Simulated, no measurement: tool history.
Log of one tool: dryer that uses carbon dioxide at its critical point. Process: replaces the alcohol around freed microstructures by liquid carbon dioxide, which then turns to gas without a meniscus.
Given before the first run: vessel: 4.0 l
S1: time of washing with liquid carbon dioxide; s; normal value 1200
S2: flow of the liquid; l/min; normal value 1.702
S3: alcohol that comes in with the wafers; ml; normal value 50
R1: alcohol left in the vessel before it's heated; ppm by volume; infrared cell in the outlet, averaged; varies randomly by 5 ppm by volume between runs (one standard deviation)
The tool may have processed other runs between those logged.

| run | hour | S1 | S2 | S3 | R1 |
|---|---|---|---|---|---|
| 1 | 0.0 | 1200 | 1.702 | 50 | 10 |
| 2 | 47.7 | 1200 | 1.702 | 50 | 20 |
| 3 | 99.4 | 1200 | 1.702 | 50 | 34 |
| 4 | 153.0 | 1200 | 1.620 | 50 | 38 |
| 5 | 190.6 | 1200 | 1.702 | 50 | 57 |
| 6 | 237.4 | 1200 | 1.702 | 50 | 73 |
| 7 | 290.7 | 1200 | 1.520 | 50 | 84 |
| 8 | 322.1 | 1200 | 1.702 | 50 | 102 |
| 9 | 368.8 | 1200 | 1.702 | 50 | 110 |
| 10 | 417.0 | 1200 | 1.702 | 50 | 110 |
| 11 | 471.0 | 1200 | 1.702 | 39 | 129 |
| 12 | 510.0 | 1200 | 1.702 | 50 | 144 |
| 13 | 559.5 | 1200 | 1.790 | 50 | 150 |
| 14 | 610.4 | 1200 | 1.790 | 50 | 173 |
| 15 | 645.3 | 1200 | 1.790 | 50 | 181 |
| 16 | 687.1 | 1200 | 1.790 | 50 | 181 |
| 17 | 729.4 | 1200 | 1.730 | 50 | 202 |
| 18 | 752.8 | 1200 | 1.730 | 50 | 198 |
| 19 | 788.7 | 1200 | 1.730 | 50 | 213 |
| 20 | 841.3 | 1200 | 1.702 | 25 | 233 |
| 21 | 885.2 | 1200 | 1.702 | 50 | 230 |
| 22 | 909.6 | 1200 | 1.702 | 50 | 248 |
| 23 | 945.2 | 1200 | 1.702 | 50 | 248 |
| 24 | 993.4 | 1020 | 2.810 | 97 | 246 |
| 25 | 1049.1 | 960 | 1.870 | 50 | 25 |
| 26 | 1100.1 | 1080 | 1.702 | 50 | 32 |
| 27 | 1128.2 | 900 | 1.320 | 21 | 88 |
| 28 | 1154.8 | 1200 | 1.702 | 50 | 48 |
| 29 | 1180.2 | 1080 | 1.340 | 98 | 144 |
| 30 | 1234.2 | 780 | 2.030 | 26 | 73 |
| 31 | 1282.0 | 1080 | 2.030 | 37 | 94 |
| 32 | 1306.4 | 1500 | 1.702 | 50 | 92 |
| 33 | 1332.7 | 1500 | 1.702 | 50 | 84 |
| 34 | 1375.3 | 1200 | 1.030 | 50 | 224 |
| 35 | 1418.2 | 960 | 1.220 | 82 | 388 |
| 36 | 1453.6 | 1200 | 1.580 | 108 | 149 |
| 37 | 1491.9 | 1200 | 1.702 | 28 | 131 |
| 38 | 1546.9 | 1200 | 1.702 | 28 | 144 |
| 39 | 1573.7 | 1200 | 1.060 | 62 | 241 |
| 40 | 1624.1 | 1200 | 1.060 | 62 | 259 |
| 41 | 1652.6 | 1440 | 1.480 | 86 | 179 |
| 42 | 1707.6 | 1440 | 1.480 | 86 | 186 |
| 43 | 1742.5 | 1260 | 1.800 | 91 | 196 |

Taken out of this log: 4 entries between the listed runs. Where each belongs, and how the hidden state differs across it:
Logged between run 1 and run 2: inlet filter changed (hour 34.7)
  flow that reaches the vessel past the clogged filter, %: 88.2 -> 99.1; alcohol in the recycled carbon dioxide, ppm: 5.3 -> 16.7
  measured minus no-state result, R1: +5 -> +12 ppm by volume
Logged between run 18 and run 19: inlet filter changed (hour 775.2)
  flow that reaches the vessel past the clogged filter, %: 87.7 -> 99.4; alcohol in the recycled carbon dioxide, ppm: 198.3 -> 207.1
  measured minus no-state result, R1: +195 -> +202 ppm by volume
Logged between run 24 and run 25: purifier's bed changed (hour 1005.6)
  flow that reaches the vessel past the clogged filter, %: 96.2 -> 95.3; alcohol in the recycled carbon dioxide, ppm: 257.7 -> 18.4
  measured minus no-state result, R1: +246 -> +17 ppm by volume
Logged between run 37 and run 38: inlet filter changed (hour 1519.4)
  flow that reaches the vessel past the clogged filter, %: 88.5 -> 99.5; alcohol in the recycled carbon dioxide, ppm: 131.7 -> 143.9
  measured minus no-state result, R1: +131 -> +137 ppm by volume
